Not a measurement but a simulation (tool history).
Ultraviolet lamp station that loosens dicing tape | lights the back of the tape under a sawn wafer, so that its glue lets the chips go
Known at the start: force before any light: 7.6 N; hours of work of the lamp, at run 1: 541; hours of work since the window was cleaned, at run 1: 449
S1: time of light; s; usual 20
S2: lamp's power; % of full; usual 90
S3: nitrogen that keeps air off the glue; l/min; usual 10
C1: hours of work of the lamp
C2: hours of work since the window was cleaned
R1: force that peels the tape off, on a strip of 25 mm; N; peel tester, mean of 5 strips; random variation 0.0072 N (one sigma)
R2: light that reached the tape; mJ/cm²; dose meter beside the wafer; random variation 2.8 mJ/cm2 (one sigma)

run     day  S1   S2  S3   C1   C2     R1   R2
  1   0.000  20   90  10  541  449  0.538  282
  2   1.758  20   90  10  571  480  0.567  277
      3.288  -- window cleaned of glue's vapour
  3   4.375  20   90  10  616   19  0.666  248
  4   5.675  20   63  10  638   41  1.322  172
  5   7.696  20   63  10  672   75  1.400  165
  6   9.071  20   63  10  696   99  1.440  162
  7  10.354  20   63  10  718  121  1.536  156
  8  11.700  20   63  10  741  144  1.564  158
  9  13.642  20   63  10  774  177  1.655  151
 10  15.938  20   61  10  814  217  1.767  146
     16.121  -- window cleaned of glue's vapour, once more
 11  17.358  20   61  10  838   21  1.093  192
 12  19.479  11   60  10  874   58  2.698  103
     20.467  -- lamp changed
 13  21.650  11   60  10   20   94  1.851  139
 14  23.508  19  100  13   52  126  0.225  391
 15  25.917  13   90  10   93  167  0.757  234
 16  27.358  31   77   3  118  192  0.532  466
 17  28.717  31   77   3  141  215  0.561  466
 18  30.171  22   90   9  166  240  0.330  372
 19  32.079  31   90  10  199  273  0.194  525
 20  33.621  31   90  10  225  299  0.187  508
 21  34.812  20   91  11  246  320  0.368  329
 22  36.450  20   91  11  274  348  0.364  323

4 ways to go on from here, each from the tool as it stands after run 22. What would each give?
  A  38.967  19  68   3  317  391   ?   ?
  B  38.967  12  65   4  317  391   ?   ?
  C  38.967  20  72  11  317  391   ?   ?
  D  38.967  37  67   5  317  391   ?   ?

run     R1   R2
  A  1.978  223
  B  2.990  131
  C  0.636  243
  D  0.430  426
Without the tool's hidden state the same runs would have given:
run     R1   R2
  A  1.346  290
  B  2.273  172
  C  0.369  318
  D  0.265  556
